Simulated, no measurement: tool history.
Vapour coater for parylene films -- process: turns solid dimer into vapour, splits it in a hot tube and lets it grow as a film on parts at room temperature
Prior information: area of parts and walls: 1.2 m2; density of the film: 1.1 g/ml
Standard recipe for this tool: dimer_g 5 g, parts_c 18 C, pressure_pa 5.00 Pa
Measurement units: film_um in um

{"run": 1, "hour": 0.0, "dimer_g": 5, "parts_c": 18, "pressure_pa": 5.0, "film_um": 2.91}
{"run": 2, "hour": 27.2, "dimer_g": 5, "parts_c": 18, "pressure_pa": 5.0, "film_um": 2.88}
{"run": 3, "hour": 53.6, "dimer_g": 5, "parts_c": 18, "pressure_pa": 5.0, "film_um": 2.87}
{"run": 4, "hour": 88.3, "dimer_g": 5, "parts_c": 18, "pressure_pa": 5.0, "film_um": 2.85}
{"run": 5, "hour": 110.1, "dimer_g": 5, "parts_c": 17, "pressure_pa": 5.0, "film_um": 2.92}
{"run": 6, "hour": 133.6, "dimer_g": 5, "parts_c": 19, "pressure_pa": 5.0, "film_um": 2.65}
{"run": 7, "hour": 160.4, "dimer_g": 5, "parts_c": 19, "pressure_pa": 5.0, "film_um": 2.71}
{"hour": 176.5, "done": "table's thermometer calibrated"}
{"run": 8, "hour": 186.3, "dimer_g": 5, "parts_c": 19, "pressure_pa": 5.0, "film_um": 2.54}
{"run": 9, "hour": 224.7, "dimer_g": 2, "parts_c": 18, "pressure_pa": 5.0, "film_um": 1.03}
{"run": 10, "hour": 254.7, "dimer_g": 2, "parts_c": 18, "pressure_pa": 5.0, "film_um": 1.04}
{"run": 11, "hour": 292.8, "dimer_g": 2, "parts_c": 18, "pressure_pa": 5.0, "film_um": 1.04}
{"run": 12, "hour": 328.6, "dimer_g": 2, "parts_c": 18, "pressure_pa": 5.0, "film_um": 1.03}
{"run": 13, "hour": 354.8, "dimer_g": 2, "parts_c": 18, "pressure_pa": 5.0, "film_um": 0.99}
{"run": 14, "hour": 399.7, "dimer_g": 5, "parts_c": 18, "pressure_pa": 5.0, "film_um": 2.51}
{"run": 15, "hour": 435.4, "dimer_g": 5, "parts_c": 18, "pressure_pa": 5.0, "film_um": 2.5}
{"hour": 456.7, "done": "trap's valve overhauled"}
{"run": 16, "hour": 488.9, "dimer_g": 5, "parts_c": 18, "pressure_pa": 4.89, "film_um": 2.88}
{"run": 17, "hour": 524.0, "dimer_g": 5, "parts_c": 18, "pressure_pa": 4.89, "film_um": 2.88}
{"run": 18, "hour": 562.6, "dimer_g": 5, "parts_c": 18, "pressure_pa": 5.0, "film_um": 2.87}
{"run": 19, "hour": 605.8, "dimer_g": 5, "parts_c": 18, "pressure_pa": 5.0, "film_um": 2.88}
{"run": 20, "hour": 639.1, "dimer_g": 5, "parts_c": 18, "pressure_pa": 5.0, "film_um": 2.81}
{"run": 21, "hour": 669.7, "dimer_g": 5, "parts_c": 18, "pressure_pa": 5.0, "film_um": 2.83}
{"run": 22, "hour": 692.3, "dimer_g": 5, "parts_c": 18, "pressure_pa": 5.0, "film_um": 2.83}
{"run": 23, "hour": 726.8, "dimer_g": 3, "parts_c": 18, "pressure_pa": 5.0, "film_um": 1.7}
{"run": 24, "hour": 749.5, "dimer_g": 3, "parts_c": 18, "pressure_pa": 5.0, "film_um": 1.68}
{"run": 25, "hour": 786.9, "dimer_g": 3, "parts_c": 18, "pressure_pa": 5.0, "film_um": 1.64}
{"run": 26, "hour": 835.2, "dimer_g": 5, "parts_c": 28, "pressure_pa": 3.77, "film_um": 1.83}
{"run": 27, "hour": 864.1, "dimer_g": 4, "parts_c": 14, "pressure_pa": 3.77, "film_um": 2.73}
{"run": 28, "hour": 901.4, "dimer_g": 5, "parts_c": 18, "pressure_pa": 4.34, "film_um": 2.77}
{"run": 29, "hour": 947.9, "dimer_g": 5, "parts_c": 30, "pressure_pa": 3.99, "film_um": 1.69}
{"run": 30, "hour": 981.0, "dimer_g": 5, "parts_c": 22, "pressure_pa": 3.99, "film_um": 2.31}
{"run": 31, "hour": 1010.5, "dimer_g": 3, "parts_c": 18, "pressure_pa": 3.67, "film_um": 1.65}
{"run": 32, "hour": 1048.1, "dimer_g": 3, "parts_c": 18, "pressure_pa": 3.67, "film_um": 1.59}
{"run": 33, "hour": 1078.8, "dimer_g": 3, "parts_c": 18, "pressure_pa": 9.51, "film_um": 1.38}
{"hour": 1113.1, "done": "trap's valve overhauled"}
{"run": 34, "hour": 1127.4, "dimer_g": 3, "parts_c": 13, "pressure_pa": 2.57, "film_um": 2.21}
{"run": 35, "hour": 1149.5, "dimer_g": 4, "parts_c": 13, "pressure_pa": 3.6, "film_um": 2.94}
{"run": 36, "hour": 1197.2, "dimer_g": 4, "parts_c": 13, "pressure_pa": 3.6, "film_um": 2.91}
{"run": 37, "hour": 1221.2, "dimer_g": 4, "parts_c": 13, "pressure_pa": 3.6, "film_um": 2.92}
{"run": 38, "hour": 1254.4, "dimer_g": 5, "parts_c": 18, "pressure_pa": 2.5, "film_um": 3.3}
{"run": 39, "hour": 1283.6, "dimer_g": 6, "parts_c": 18, "pressure_pa": 10.68, "film_um": 3.1}
{"run": 40, "hour": 1322.7, "dimer_g": 6, "parts_c": 18, "pressure_pa": 10.68, "film_um": 3.14}
{"hour": 1346.6, "done": "table's thermometer calibrated"}
{"run": 41, "hour": 1358.5, "dimer_g": 4, "parts_c": 16, "pressure_pa": 10.68, "film_um": 2.14}
{"run": 42, "hour": 1379.5, "dimer_g": 4, "parts_c": 16, "pressure_pa": 10.68, "film_um": 2.1}
{"run": 43, "hour": 1408.3, "dimer_g": 4, "parts_c": 16, "pressure_pa": 10.68, "film_um": 2.12}
{"run": 44, "hour": 1443.7, "dimer_g": 9, "parts_c": 18, "pressure_pa": 2.04, "film_um": 5.76}
{"run": 45, "hour": 1467.3, "dimer_g": 9, "parts_c": 18, "pressure_pa": 2.04, "film_um": 5.68}
{"run": 46, "hour": 1506.3, "dimer_g": 4, "parts_c": 11, "pressure_pa": 5.0, "film_um": 2.74}
{"run": 47, "hour": 1550.3, "dimer_g": 4, "parts_c": 14, "pressure_pa": 5.0, "film_um": 2.58}

Predict each of these 4 candidate next runs independently; none follows another, all start after run 47:
{"run": "A", "hour": 1581.6, "dimer_g": 8, "parts_c": 18, "pressure_pa": 5.96, "film_um": "?"}
{"run": "B", "hour": 1581.6, "dimer_g": 8, "parts_c": 23, "pressure_pa": 2.68, "film_um": "?"}
{"run": "C", "hour": 1581.6, "dimer_g": 3, "parts_c": 18, "pressure_pa": 9.13, "film_um": "?"}
{"run": "D", "hour": 1581.6, "dimer_g": 5, "parts_c": 19, "pressure_pa": 5.0, "film_um": "?"}

run=A film_um=4.10
run=B film_um=3.75
run=C film_um=1.43
run=D film_um=2.52
What these runs would have given with no unlogged condition in the tool:
run=A film_um=4.49
run=B film_um=4.12
run=C film_um=1.56
run=D film_um=2.76
